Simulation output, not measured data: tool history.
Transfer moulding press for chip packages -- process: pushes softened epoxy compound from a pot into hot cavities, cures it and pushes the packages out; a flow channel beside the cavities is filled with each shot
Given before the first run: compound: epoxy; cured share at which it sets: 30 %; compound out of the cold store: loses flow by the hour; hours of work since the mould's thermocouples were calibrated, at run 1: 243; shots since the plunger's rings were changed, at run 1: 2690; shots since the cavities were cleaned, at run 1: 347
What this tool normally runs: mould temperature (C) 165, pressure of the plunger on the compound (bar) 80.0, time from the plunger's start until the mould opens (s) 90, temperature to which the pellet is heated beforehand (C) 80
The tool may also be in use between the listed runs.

run,hour,mould temperature (C),pressure of the plunger on the compound (bar),time from the plunger's start until the mould opens (s),temperature to which the pellet is heated beforehand (C),hours of work since the mould's thermocouples were calibrated,shots since the plunger's rings were changed,shots since the cavities were cleaned,incoming compound's hours out of the cold store,length that the compound runs in the flow channel (mm),greatest force on the pins that push the packages out (N)
1,0.0,165,80.0,90,80,243,2690,347,25.9,807,772
2,35.0,161,80.0,90,80,262,3065,722,37.5,777,1130
# hour 51.5: cavities cleaned with cleaning compound and waxed
3,82.0,165,86.1,90,80,287,3554,328,37.0,790,725
# hour 108.6: plunger's sealing rings changed
4,112.0,165,60.2,90,80,302,36,622,21.5,734,873
# hour 136.5: cavities cleaned with cleaning compound and waxed
5,158.1,168,80.0,90,80,326,515,231,13.5,867,618
6,214.1,168,80.0,90,80,356,1115,831,15.1,856,783
# hour 218.9: cavities cleaned with cleaning compound and waxed
7,248.0,168,80.0,90,80,374,1463,312,10.4,871,669
8,272.1,168,80.0,90,80,387,1721,570,9.6,872,726
# hour 300.0: cavities cleaned with cleaning compound and waxed
9,314.7,170,80.0,90,80,409,2162,158,43.1,743,517
10,347.3,165,80.0,90,80,427,2512,508,38.8,769,838
# hour 381.5: cavities cleaned with cleaning compound and waxed
11,381.5,165,80.0,107,80,445,2862,0,16.5,841,419
12,409.2,165,80.0,107,80,460,3160,298,18.1,834,559
13,451.3,165,80.0,107,80,483,3612,750,44.0,745,672
# hour 462.5: cavities cleaned with cleaning compound and waxed
# hour 471.9: plunger's sealing rings changed
14,487.8,165,80.0,107,80,500,170,245,10.7,890,590
15,516.0,165,80.0,107,80,516,473,548,16.5,863,673
# hour 550.3: cavities cleaned with cleaning compound and waxed
16,565.5,167,70.9,123,80,542,988,164,33.3,745,455
17,595.6,167,70.9,123,80,558,1311,487,32.9,746,552
18,621.9,165,88.5,90,80,572,1593,769,42.3,804,928
# hour 635.7: cavities cleaned with cleaning compound and waxed
19,649.7,165,80.0,90,73,587,1875,150,35.7,785,684
20,700.8,172,80.0,72,78,614,2423,698,33.7,772,921
# hour 718.3: cavities cleaned with cleaning compound and waxed
21,746.3,165,80.0,99,76,638,2895,300,16.4,845,648
22,776.9,165,80.0,90,78,655,3223,628,44.4,746,830
# hour 801.0: cavities cleaned with cleaning compound and waxed
23,831.2,165,80.0,90,78,684,3789,324,23.5,812,795
# hour 836.4: plunger's sealing rings changed
# hour 852.9: mould's thermocouples calibrated
24,862.5,164,80.0,90,80,5,258,612,14.6,875,881
# hour 888.1: cavities cleaned with cleaning compound and waxed
25,900.1,171,80.0,71,89,25,645,129,15.6,845,689
26,936.8,172,80.0,97,80,45,1038,522,47.7,734,563
# hour 971.8: cavities cleaned with cleaning compound and waxed
27,990.3,165,84.6,90,80,73,1597,198,17.0,873,672

For each entry between runs, how does the tool's hidden state at the last listed run before it compare with that at the first listed run after it?
Between runs 2 and 3: cavities cleaned with cleaning compound and waxed (hour 51.5)
  true mould temperature over the reading, C: -0.63 -> -0.68; pressure that reaches the compound, % of what is set: 93.48 -> 92.46; grip of the stained cavities, % over clean ones': 69.1 -> 42.4
  the result without the hidden state subtracted from the measured one, length that the compound runs in the flow channel (mm): -25 -> -30; greatest force on the pins that push the packages out (N): +490 -> +235
Between runs 3 and 4: plunger's sealing rings changed (hour 108.6)
  true mould temperature over the reading, C: -0.68 -> -0.71; pressure that reaches the compound, % of what is set: 92.46 -> 99.92; grip of the stained cavities, % over clean ones': 42.4 -> 63
  the result without the hidden state subtracted from the measured one, length that the compound runs in the flow channel (mm): -30 -> +2; greatest force on the pins that push the packages out (N): +235 -> +363
Between runs 4 and 5: cavities cleaned with cleaning compound and waxed (hour 136.5)
  true mould temperature over the reading, C: -0.71 -> -0.76; pressure that reaches the compound, % of what is set: 99.92 -> 98.9; grip of the stained cavities, % over clean ones': 63 -> 34.3
  the result without the hidden state subtracted from the measured one, length that the compound runs in the flow channel (mm): +2 -> -3; greatest force on the pins that push the packages out (N): +363 -> +176
Between runs 6 and 7: cavities cleaned with cleaning compound and waxed (hour 218.9)
  true mould temperature over the reading, C: -0.82 -> -0.85; pressure that reaches the compound, % of what is set: 97.63 -> 96.94; grip of the stained cavities, % over clean ones': 72.8 -> 41.8
  the result without the hidden state subtracted from the measured one, length that the compound runs in the flow channel (mm): -8 -> -11; greatest force on the pins that push the packages out (N): +348 -> +215
Between runs 8 and 9: cavities cleaned with cleaning compound and waxed (hour 300.0)
  true mould temperature over the reading, C: -0.87 -> -0.91; pressure that reaches the compound, % of what is set: 96.34 -> 95.4; grip of the stained cavities, % over clean ones': 60.2 -> 26.2
  the result without the hidden state subtracted from the measured one, length that the compound runs in the flow channel (mm): -14 -> -16; greatest force on the pins that push the packages out (N): +292 -> +119
Between runs 10 and 11: cavities cleaned with cleaning compound and waxed (hour 381.5)
  true mould temperature over the reading, C: -0.95 -> -0.98; pressure that reaches the compound, % of what is set: 94.65 -> 93.96; grip of the stained cavities, % over clean ones': 57.3 -> 0.1
  the result without the hidden state subtracted from the measured one, length that the compound runs in the flow channel (mm): -20 -> -24; greatest force on the pins that push the packages out (N): +333 -> +15
Between runs 13 and 14: cavities cleaned with cleaning compound and waxed (hour 462.5); plunger's sealing rings changed (hour 471.9)
  true mould temperature over the reading, C: -1.06 -> -1.09; pressure that reaches the compound, % of what is set: 92.52 -> 99.51; grip of the stained cavities, % over clean ones': 68.1 -> 35.7
  the result without the hidden state subtracted from the measured one, length that the compound runs in the flow channel (mm): -27 -> +1; greatest force on the pins that push the packages out (N): +286 -> +174
Between runs 15 and 16: cavities cleaned with cleaning compound and waxed (hour 550.3)
  true mould temperature over the reading, C: -1.13 -> -1.17; pressure that reaches the compound, % of what is set: 98.9 -> 97.86; grip of the stained cavities, % over clean ones': 59.2 -> 26.7
  the result without the hidden state subtracted from the measured one, length that the compound runs in the flow channel (mm): -2 -> -5; greatest force on the pins that push the packages out (N): +269 -> +100
Between runs 18 and 19: cavities cleaned with cleaning compound and waxed (hour 635.7)
  true mould temperature over the reading, C: -1.23 -> -1.27; pressure that reaches the compound, % of what is set: 96.66 -> 96.12; grip of the stained cavities, % over clean ones': 70.1 -> 23.9
  the result without the hidden state subtracted from the measured one, length that the compound runs in the flow channel (mm): -11 -> -12; greatest force on the pins that push the packages out (N): +417 -> +173
Between runs 20 and 21: cavities cleaned with cleaning compound and waxed (hour 718.3)
  true mould temperature over the reading, C: -1.32 -> -1.37; pressure that reaches the compound, % of what is set: 94.92 -> 94.01; grip of the stained cavities, % over clean ones': 66 -> 39.4
  the result without the hidden state subtracted from the measured one, length that the compound runs in the flow channel (mm): -17 -> -22; greatest force on the pins that push the packages out (N): +410 -> +217
Between runs 22 and 23: cavities cleaned with cleaning compound and waxed (hour 801.0)
  true mould temperature over the reading, C: -1.4 -> -1.45; pressure that reaches the compound, % of what is set: 93.28 -> 92.02; grip of the stained cavities, % over clean ones': 61.3 -> 42.9
  the result without the hidden state subtracted from the measured one, length that the compound runs in the flow channel (mm): -23 -> -30; greatest force on the pins that push the packages out (N): +352 -> +287
Between runs 23 and 24: plunger's sealing rings changed (hour 836.4); mould's thermocouples calibrated (hour 852.9)
  true mould temperature over the reading, C: -1.45 -> 0.29; pressure that reaches the compound, % of what is set: 92.02 -> 99.22; grip of the stained cavities, % over clean ones': 42.9 -> 62.3
  the result without the hidden state subtracted from the measured one, length that the compound runs in the flow channel (mm): -30 -> -5; greatest force on the pins that push the packages out (N): +287 -> +329
Between runs 24 and 25: cavities cleaned with cleaning compound and waxed (hour 888.1)
  true mould temperature over the reading, C: 0.29 -> 0.25; pressure that reaches the compound, % of what is set: 99.22 -> 98.42; grip of the stained cavities, % over clean ones': 62.3 -> 23.5
  the result without the hidden state subtracted from the measured one, length that the compound runs in the flow channel (mm): -5 -> -7; greatest force on the pins that push the packages out (N): +329 -> +122
Between runs 26 and 27: cavities cleaned with cleaning compound and waxed (hour 971.8)
  true mould temperature over the reading, C: 0.21 -> 0.15; pressure that reaches the compound, % of what is set: 97.63 -> 96.47; grip of the stained cavities, % over clean ones': 60.7 -> 28.2
  the result without the hidden state subtracted from the measured one, length that the compound runs in the flow channel (mm): -9 -> -17; greatest force on the pins that push the packages out (N): +214 -> +143
